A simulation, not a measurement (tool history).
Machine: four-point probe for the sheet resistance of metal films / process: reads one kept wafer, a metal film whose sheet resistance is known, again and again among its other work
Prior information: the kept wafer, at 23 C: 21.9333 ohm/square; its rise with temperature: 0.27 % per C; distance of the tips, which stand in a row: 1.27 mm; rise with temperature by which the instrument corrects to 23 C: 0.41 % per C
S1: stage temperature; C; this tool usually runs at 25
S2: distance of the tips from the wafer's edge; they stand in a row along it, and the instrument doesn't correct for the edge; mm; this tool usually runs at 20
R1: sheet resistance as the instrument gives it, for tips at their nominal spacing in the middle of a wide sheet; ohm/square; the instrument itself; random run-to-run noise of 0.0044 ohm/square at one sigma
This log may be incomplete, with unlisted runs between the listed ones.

run,hour,S1,S2,R1
1,0.0,25,20,21.872778
2,16.5,25,20,21.873965
3,51.4,25,20,21.868041
4,83.8,25,20,21.877044
5,112.0,25,20,21.867039
6,135.0,25,20,21.871583
7,171.0,25,20,21.870544
8,203.2,25,20,21.866061
9,227.3,18,20,22.105708
# hour 230.8: stage's thermometer calibrated
10,245.4,32,62,21.620779
11,269.8,20,4,23.116093

Forecast run 12:
# hour 303.2: stage's thermometer calibrated, once more
12,307.0,27,51,?

R1: 21.772036 ohm/square
The same run, on a tool lacking any hidden state, would have yielded R1 21.813792 ohm/square.

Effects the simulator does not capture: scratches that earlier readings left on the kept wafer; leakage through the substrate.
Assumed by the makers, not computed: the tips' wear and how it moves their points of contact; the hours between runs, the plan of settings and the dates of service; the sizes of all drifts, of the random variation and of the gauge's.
